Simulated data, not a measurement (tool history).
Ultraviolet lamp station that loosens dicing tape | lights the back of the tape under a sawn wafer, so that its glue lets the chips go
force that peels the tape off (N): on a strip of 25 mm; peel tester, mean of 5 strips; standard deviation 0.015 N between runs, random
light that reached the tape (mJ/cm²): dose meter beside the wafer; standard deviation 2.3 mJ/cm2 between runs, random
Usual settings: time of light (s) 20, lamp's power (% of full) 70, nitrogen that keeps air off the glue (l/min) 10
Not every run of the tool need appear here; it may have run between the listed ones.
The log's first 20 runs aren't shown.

run	hour	time of light (s)	lamp's power (% of full)	nitrogen that keeps air off the glue (l/min)	hours of work of the lamp	hours of work since the window was cleaned	force that peels the tape off (N)	light that reached the tape (mJ/cm²)
21	852.4	20	70	9	600	364	1.041	176
22	919.9	13	70	13	645	409	1.547	110
23	986.7	15	74	11	690	453	1.402	133
24	1053.8	20	70	4	735	498	1.806	164
25	1090.3	23	75	10	759	523	0.815	198
# hour 1134.5: window cleaned of glue's vapour
26	1150	23	75	10	799	10	0.74	208
27	1209.8	16	82	10	839	50	1.151	159
28	1268.5	11	63	11	878	90	2.242	83
29	1300.1	18	98	3	899	111	1.512	206
30	1329.6	15	70	9	919	130	1.705	120
31	1378	15	70	3	951	163	2.553	120
32	1436.3	13	65	14	990	202	1.85	93
33	1490.9	14	67	10	1027	238	1.905	106
34	1542.2	24	91	14	1061	273	0.48	236
35	1606.3	30	67	7	1104	315	0.941	210
36	1671.2	16	74	16	1147	359	1.269	125
37	1704.9	20	70	3	1170	381	2.175	141
38	1749.6	20	70	19	1200	411	0.943	142
39	1796.1	20	95	9	1231	442	0.914	186
40	1847.6	20	95	9	1265	477	0.937	184
41	1889.3	38	74	11	1293	505	0.436	272
42	1949.4	17	82	4	1333	545	2.157	134

What if the next run were any one of these 5? Each begins from the tool's condition after run 42:
# hour 1962.1: window cleaned of glue's vapour
A	2002.5	17	70	4	1368	27	?	?
# hour 1962.1: window cleaned of glue's vapour
B	2002.5	17	82	10	1368	27	?	?
# hour 1962.1: window cleaned of glue's vapour
C	2002.5	22	81	10	1368	27	?	?
# hour 1962.1: window cleaned of glue's vapour
D	2002.5	27	95	3	1368	27	?	?
# hour 1962.1: window cleaned of glue's vapour
E	2002.5	16	77	6	1368	27	?	?

run	force that peels the tape off (N)	light that reached the tape (mJ/cm²)
A	2.344	121
B	1.338	140
C	0.956	175
D	1.231	252
E	1.936	123
Without the tool's hidden state the same runs would have given:
run	force that peels the tape off (N)	light that reached the tape (mJ/cm²)
A	1.544	186
B	0.703	216
C	0.459	273
D	0.621	390
E	1.168	190

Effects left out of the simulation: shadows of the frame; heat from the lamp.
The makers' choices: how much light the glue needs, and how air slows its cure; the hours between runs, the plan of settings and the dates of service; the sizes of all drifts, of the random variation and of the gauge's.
